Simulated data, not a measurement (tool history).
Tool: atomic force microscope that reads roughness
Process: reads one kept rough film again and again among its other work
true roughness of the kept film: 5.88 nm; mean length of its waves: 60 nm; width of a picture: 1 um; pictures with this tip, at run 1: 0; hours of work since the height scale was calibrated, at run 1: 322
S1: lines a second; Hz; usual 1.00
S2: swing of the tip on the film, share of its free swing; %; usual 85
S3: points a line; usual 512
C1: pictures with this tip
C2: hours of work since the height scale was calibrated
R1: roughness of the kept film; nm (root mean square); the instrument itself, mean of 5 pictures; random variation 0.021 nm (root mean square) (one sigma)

| run | hour | S1 | S2 | S3 | C1 | C2 | R1 |
|---|---|---|---|---|---|---|---|
| 1 | 0.0 | 1.00 | 85 | 512 | 0 | 322 | 5.027 |
| 2 | 8.5 | 1.00 | 85 | 512 | 13 | 329 | 4.976 |
| 3 | 22.4 | 0.84 | 85 | 512 | 34 | 338 | 4.876 |
| 4 | 35.8 | 1.00 | 85 | 371 | 54 | 348 | 4.679 |
| 5 | 47.9 | 1.00 | 85 | 512 | 72 | 357 | 4.530 |
| 6 | 55.5 | 0.69 | 85 | 512 | 83 | 362 | 4.560 |
| 7 | 61.6 | 0.69 | 85 | 512 | 92 | 367 | 4.551 |
| 8 | 75.6 | 0.69 | 85 | 512 | 113 | 377 | 4.381 |
| 9 | 88.0 | 0.69 | 85 | 1005 | 132 | 386 | 4.285 |
|  | 93.7 | new tip fitted |
| 10 | 98.2 | 0.69 | 85 | 1005 | 6 | 393 | 5.154 |
| 11 | 107.6 | 1.00 | 85 | 512 | 20 | 399 | 4.917 |
|  | 109.8 | height scale calibrated on a step standard |
| 12 | 119.1 | 1.00 | 85 | 512 | 36 | 7 | 4.753 |
| 13 | 128.5 | 1.00 | 85 | 512 | 50 | 13 | 4.622 |
| 14 | 141.7 | 1.00 | 85 | 512 | 70 | 23 | 4.506 |
| 15 | 155.3 | 1.00 | 85 | 512 | 90 | 33 | 4.397 |
| 16 | 168.3 | 1.00 | 85 | 512 | 109 | 42 | 4.272 |
| 17 | 176.3 | 1.00 | 85 | 512 | 121 | 48 | 4.205 |
|  | 180.8 | height scale calibrated on a step standard, once more |
|  | 190.0 | new tip fitted |
| 18 | 191.4 | 2.77 | 85 | 476 | 2 | 7 | 4.464 |
| 19 | 200.1 | 0.73 | 67 | 314 | 15 | 13 | 5.238 |
| 20 | 213.8 | 0.73 | 90 | 264 | 35 | 23 | 4.842 |
| 21 | 227.6 | 1.00 | 90 | 512 | 56 | 33 | 4.561 |
| 22 | 235.2 | 1.00 | 90 | 439 | 67 | 39 | 4.480 |
| 23 | 242.5 | 0.65 | 75 | 512 | 78 | 44 | 4.762 |
| 24 | 252.3 | 1.00 | 70 | 512 | 93 | 51 | 4.616 |
| 25 | 263.2 | 1.20 | 81 | 414 | 109 | 59 | 4.296 |

Run 26 comes next. What will it give?
| 26 | 272.4 | 1.15 | 81 | 379 | 123 | 65 | ? |

Run 26 gave R1 4.247 nm (root mean square).
Without the tool's hidden state the same run would have given R1 5.098 nm (root mean square).
